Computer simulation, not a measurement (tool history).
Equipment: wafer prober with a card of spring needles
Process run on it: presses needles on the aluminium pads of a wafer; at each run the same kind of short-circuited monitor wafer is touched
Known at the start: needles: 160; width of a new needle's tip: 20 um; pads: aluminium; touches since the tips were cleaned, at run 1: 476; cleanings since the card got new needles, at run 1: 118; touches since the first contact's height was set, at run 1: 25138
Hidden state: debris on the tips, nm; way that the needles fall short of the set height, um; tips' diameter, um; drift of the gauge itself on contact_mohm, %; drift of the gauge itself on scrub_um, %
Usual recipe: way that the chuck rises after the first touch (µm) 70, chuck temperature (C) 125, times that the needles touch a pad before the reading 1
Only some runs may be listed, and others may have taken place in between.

run     day  way that the chuck rises after the first touch (µm)  chuck temperature (C)  times that the needles touch a pad before the reading  touches since the tips were cleaned  cleanings since the card got new needles  touches since the first contact's height was set  resistance of one needle with its contact and lead (mohm)  way that a needle slides on the pad (µm)
  1   0.000                                                   70                    125                                                      1                                  476                                       118                                             25138                                                        127                                     17.51
      0.396  -- tips cleaned on abrasive film
      0.888  -- tips cleaned on abrasive film
      1.379  -- tips cleaned on abrasive film
      1.871  -- tips cleaned on abrasive film
  2   1.921                                                   70                    125                                                      1                                  457                                       122                                             42329                                                        126                                     17.36
      2.312  -- tips cleaned on abrasive film
      2.804  -- tips cleaned on abrasive film
      3.296  -- tips cleaned on abrasive film
      3.788  -- tips cleaned on abrasive film
      4.279  -- tips cleaned on abrasive film
      4.771  -- tips cleaned on abrasive film
      5.242  -- tips cleaned on abrasive film
  3   5.242                                                   70                    125                                                      1                                    0                                       129                                             72071                                                        120                                     17.31
      5.733  -- tips cleaned on abrasive film
      6.225  -- tips cleaned on abrasive film
      6.717  -- tips cleaned on abrasive film
      7.208  -- tips cleaned on abrasive film
      7.700  -- tips cleaned on abrasive film
      8.004  -- height of the first contact set anew
      8.104  -- tips cleaned on abrasive film
      8.596  -- tips cleaned on abrasive film
      9.088  -- tips cleaned on abrasive film
  4   9.112                                                   70                    125                                                      1                                  207                                       137                                              9896                                                        124                                     17.46
      9.508  -- tips cleaned on abrasive film
     10.000  -- tips cleaned on abrasive film
     10.492  -- tips cleaned on abrasive film
     10.883  -- tips cleaned on abrasive film
     11.375  -- tips cleaned on abrasive film
     11.771  -- tips cleaned on abrasive film
     12.229  -- tips cleaned on abrasive film
  5  12.229                                                   70                    125                                                      1                                    0                                       144                                             37789                                                        120                                     17.34
     12.625  -- tips cleaned on abrasive film
     13.117  -- tips cleaned on abrasive film
     13.508  -- tips cleaned on abrasive film
     14.000  -- tips cleaned on abrasive film
     14.396  -- tips cleaned on abrasive film
     14.888  -- tips cleaned on abrasive film
     15.379  -- tips cleaned on abrasive film
  6  15.488                                                   70                    125                                                      1                                  979                                       151                                             66953                                                        137                                     17.28
     15.783  -- tips cleaned on abrasive film
     16.175  -- tips cleaned on abrasive film
     16.667  -- tips cleaned on abrasive film
     17.158  -- tips cleaned on abrasive film
     17.554  -- tips cleaned on abrasive film
     18.046  -- tips cleaned on abrasive film
     18.442  -- tips cleaned on abrasive film
  7  18.588                                                   66                    125                                                      1                                 1326                                       158                                             94699                                                        141                                     16.14
     18.796  -- height of the first contact set anew
     18.896  -- tips cleaned on abrasive film
     19.388  -- tips cleaned on abrasive film
     19.879  -- tips cleaned on abrasive film
     20.371  -- tips cleaned on abrasive film
     20.817  -- tips cleaned on abrasive film
  8  20.817                                                   70                    125                                                      1                                    0                                       163                                             18101                                                        122                                     17.51
     21.308  -- tips cleaned on abrasive film
     21.800  -- tips cleaned on abrasive film
     22.292  -- tips cleaned on abrasive film
     22.783  -- tips cleaned on abrasive film
     23.275  -- tips cleaned on abrasive film
     23.767  -- tips cleaned on abrasive film
  9  24.133                                                   70                    125                                                      2                                 3278                                       169                                             47802                                                        142                                     17.32
     24.233  -- tips cleaned on abrasive film
     24.725  -- tips cleaned on abrasive film
     25.217  -- tips cleaned on abrasive film
     25.708  -- tips cleaned on abrasive film
     26.200  -- tips cleaned on abrasive film
     26.692  -- tips cleaned on abrasive film
     27.088  -- tips cleaned on abrasive film
     27.579  -- tips cleaned on abrasive film
     28.067  -- tips cleaned on abrasive film
 10  28.117                                                   70                    125                                                      1                                  429                                       178                                             83463                                                        130                                     17.19
     28.512  -- tips cleaned on abrasive film
     28.904  -- tips cleaned on abrasive film
     29.300  -- tips cleaned on abrasive film
     29.604  -- height of the first contact set anew
     29.804  -- tips cleaned on abrasive film
     30.296  -- tips cleaned on abrasive film
 11  30.321                                                   70                    125                                                      1                                  253                                       183                                              6418                                                        127                                     17.56
     30.717  -- tips cleaned on abrasive film
     31.112  -- tips cleaned on abrasive film
     31.604  -- tips cleaned on abrasive film
     32.096  -- tips cleaned on abrasive film
     32.488  -- tips cleaned on abrasive film
     32.979  -- tips cleaned on abrasive film
     33.471  -- tips cleaned on abrasive film
     33.962  -- tips cleaned on abrasive film
     34.417  -- tips cleaned on abrasive film
 12  34.417                                                   77                     78                                                      2                                    0                                       192                                             43066                                                        117                                     19.15
     34.908  -- tips cleaned on abrasive film
     35.400  -- tips cleaned on abrasive film
     35.892  -- tips cleaned on abrasive film
     36.288  -- tips cleaned on abrasive film
     36.779  -- tips cleaned on abrasive film
     37.271  -- tips cleaned on abrasive film
     37.762  -- tips cleaned on abrasive film
     38.162  -- tips cleaned on abrasive film
 13  38.162                                                   75                     80                                                      1                                    0                                       200                                             76590                                                        116                                     18.53
     38.554  -- tips cleaned on abrasive film
     39.046  -- tips cleaned on abrasive film
     39.538  -- tips cleaned on abrasive film
     40.029  -- tips cleaned on abrasive film
     40.433  -- height of the first contact set anew
     40.533  -- tips cleaned on abrasive film
     40.929  -- tips cleaned on abrasive film
     41.421  -- tips cleaned on abrasive film
 14  41.762                                                   62                     58                                                      1                                 3109                                       207                                             11916                                                        162                                     15.54
     41.867  -- tips cleaned on abrasive film
     42.258  -- tips cleaned on abrasive film
     42.750  -- tips cleaned on abrasive film
     43.242  -- tips cleaned on abrasive film
     43.733  -- tips cleaned on abrasive film
     44.233  -- card fitted with new needles
     44.725  -- tips cleaned on abrasive film
     45.217  -- tips cleaned on abrasive film
     45.612  -- tips cleaned on abrasive film
     46.104  -- tips cleaned on abrasive film
 15  46.304                                                   62                     58                                                      1                                 1798                                         4                                             18532                                                        134                                     15.43
     46.500  -- tips cleaned on abrasive film
     46.896  -- tips cleaned on abrasive film
     47.388  -- tips cleaned on abrasive film
     47.879  -- tips cleaned on abrasive film
     48.371  -- tips cleaned on abrasive film
     48.762  -- tips cleaned on abrasive film
     49.254  -- tips cleaned on abrasive film
     49.746  -- tips cleaned on abrasive film
     50.150  -- tips cleaned on abrasive film
 16  50.150                                                   59                     71                                                      2                                    0                                        13                                             52963                                                        116                                     14.61
     50.642  -- tips cleaned on abrasive film
     51.133  -- tips cleaned on abrasive film
     51.625  -- tips cleaned on abrasive film
     52.117  -- tips cleaned on abrasive film
     52.608  -- tips cleaned on abrasive film
     53.100  -- tips cleaned on abrasive film
 17  53.479                                                   70                     32                                                      1                                 3404                                        19                                             82787                                                        139                                     17.25
     53.579  -- tips cleaned on abrasive film
     53.975  -- tips cleaned on abrasive film
     54.467  -- tips cleaned on abrasive film
     54.958  -- tips cleaned on abrasive film
     54.971  -- height of the first contact set anew
     55.462  -- tips cleaned on abrasive film
     55.954  -- tips cleaned on abrasive film
     56.446  -- tips cleaned on abrasive film
     56.938  -- tips cleaned on abrasive film
 18  57.067                                                   70                     28                                                      2                                 1187                                        27                                             18802                                                        116                                     17.53
     57.362  -- tips cleaned on abrasive film
     57.854  -- tips cleaned on abrasive film
     58.346  -- tips cleaned on abrasive film
     58.838  -- tips cleaned on abrasive film
     59.329  -- tips cleaned on abrasive film
     59.821  -- tips cleaned on abrasive film
     60.312  -- tips cleaned on abrasive film
 19  60.462                                                   51                     28                                                      3                                 1347                                        34                                             49213                                                        121                                     12.60
     60.758  -- tips cleaned on abrasive film
     61.250  -- tips cleaned on abrasive film
     61.742  -- tips cleaned on abrasive film
     62.233  -- tips cleaned on abrasive film
     62.629  -- tips cleaned on abrasive film
 20  62.983                                                   51                     28                                                      3                                 3203                                        39                                             71794                                                        129                                     12.58
     63.083  -- tips cleaned on abrasive film
     63.479  -- tips cleaned on abrasive film
     63.971  -- tips cleaned on abrasive film
     64.462  -- tips cleaned on abrasive film
     64.954  -- tips cleaned on abrasive film
     65.446  -- tips cleaned on abrasive film
     65.750  -- height of the first contact set anew
     65.950  -- tips cleaned on abrasive film
     66.442  -- tips cleaned on abrasive film
     66.908  -- tips cleaned on abrasive film
 21  66.908                                                   70                     59                                                      1                                    0                                        48                                             10357                                                        116                                     17.48

Each row is a separate what-if for the run after 21, all from the same tool condition, not one after another. Results?
     67.400  -- tips cleaned on abrasive film
     67.892  -- tips cleaned on abrasive film
     68.383  -- tips cleaned on abrasive film
     68.779  -- tips cleaned on abrasive film
     69.271  -- tips cleaned on abrasive film
     69.762  -- tips cleaned on abrasive film
  A  69.833                                                   86                     27                                                      2                                  649                                        54                                             36548                                                          ?                                         ?
     67.400  -- tips cleaned on abrasive film
     67.892  -- tips cleaned on abrasive film
     68.383  -- tips cleaned on abrasive film
     68.779  -- tips cleaned on abrasive film
     69.271  -- tips cleaned on abrasive film
     69.762  -- tips cleaned on abrasive film
  B  69.833                                                   70                    109                                                      1                                  649                                        54                                             36548                                                          ?                                         ?
     67.400  -- tips cleaned on abrasive film
     67.892  -- tips cleaned on abrasive film
     68.383  -- tips cleaned on abrasive film
     68.779  -- tips cleaned on abrasive film
     69.271  -- tips cleaned on abrasive film
     69.762  -- tips cleaned on abrasive film
  C  69.833                                                   70                     42                                                      1                                  649                                        54                                             36548                                                          ?                                         ?

run  resistance of one needle with its contact and lead (mohm)  way that a needle slides on the pad (µm)
  A                                                        109                                     21.36
  B                                                        125                                     17.43
  C                                                        119                                     17.44
With no hidden state in the tool, these same runs would have given:
run  resistance of one needle with its contact and lead (mohm)  way that a needle slides on the pad (µm)
  A                                                        104                                     21.50
  B                                                        114                                     17.58
  C                                                        106                                     17.58

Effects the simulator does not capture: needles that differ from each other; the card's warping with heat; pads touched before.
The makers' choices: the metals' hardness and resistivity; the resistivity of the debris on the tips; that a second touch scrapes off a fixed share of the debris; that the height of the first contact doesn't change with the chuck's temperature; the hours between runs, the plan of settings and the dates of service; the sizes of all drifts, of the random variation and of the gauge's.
